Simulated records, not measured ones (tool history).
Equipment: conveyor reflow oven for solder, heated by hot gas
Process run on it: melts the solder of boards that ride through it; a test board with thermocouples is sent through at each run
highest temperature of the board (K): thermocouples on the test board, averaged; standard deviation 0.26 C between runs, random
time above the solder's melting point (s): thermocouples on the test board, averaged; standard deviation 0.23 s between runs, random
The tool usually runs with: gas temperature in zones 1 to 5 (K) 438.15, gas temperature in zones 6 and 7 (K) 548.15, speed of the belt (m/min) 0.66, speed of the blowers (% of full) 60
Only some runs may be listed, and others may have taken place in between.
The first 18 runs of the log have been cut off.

run,hour,gas temperature in zones 1 to 5 (K),gas temperature in zones 6 and 7 (K),speed of the belt (m/min),speed of the blowers (% of full),hours of work since the flux was cleaned out,hours of work since the belt drive was overhauled,hours of work since the thermocouples were changed,highest temperature of the board (K),time above the solder's melting point (s)
19,134,438.15,548.15,0.712,68,315,8,821,517.35,34.6
20,143.2,438.15,548.15,0.712,68,320,13,826,517.85,34.2
21,152,438.15,548.15,0.658,68,324,17,831,521.25,40.8
22,158.9,445.15,548.15,0.658,73,328,21,834,524.65,46
23,164,445.15,560.15,0.576,73,330,23,837,540.15,62.3
24,169,445.15,560.15,0.576,73,333,26,840,539.75,62
25,175.5,434.15,548.15,0.66,60,336,29,843,515.95,35.2
# hour 182.3: belt drive overhauled, speed set with a stopwatch, once more
26,187.6,445.15,541.15,0.632,57,341,3,847,513.85,37.5
27,192.1,442.15,541.15,0.54,57,343,5,850,519.75,50.2
28,200.1,442.15,563.15,0.725,57,347,9,854,522.15,36.9
29,206.6,436.15,554.15,0.725,57,351,13,857,513.55,29.3
30,215.3,436.15,554.15,0.725,57,355,17,862,513.85,28.9

3 options for the next run, each taken on its own from the tool as it stands now. Forecast them:
A,224.2,426.15,554.15,0.68,51,360,22,867,?,?
B,224.2,436.15,550.15,0.753,58,360,22,867,?,?
C,224.2,438.15,557.15,0.737,76,360,22,867,?,?

run,highest temperature of the board (K),time above the solder's melting point (s)
A,510.15,26.3
B,509.25,23.9
C,525.65,38.4
With no hidden state in the tool, these same runs would have given:
run,highest temperature of the board (K),time above the solder's melting point (s)
A,514.15,30.3
B,513.65,28.3
C,530.75,41.7

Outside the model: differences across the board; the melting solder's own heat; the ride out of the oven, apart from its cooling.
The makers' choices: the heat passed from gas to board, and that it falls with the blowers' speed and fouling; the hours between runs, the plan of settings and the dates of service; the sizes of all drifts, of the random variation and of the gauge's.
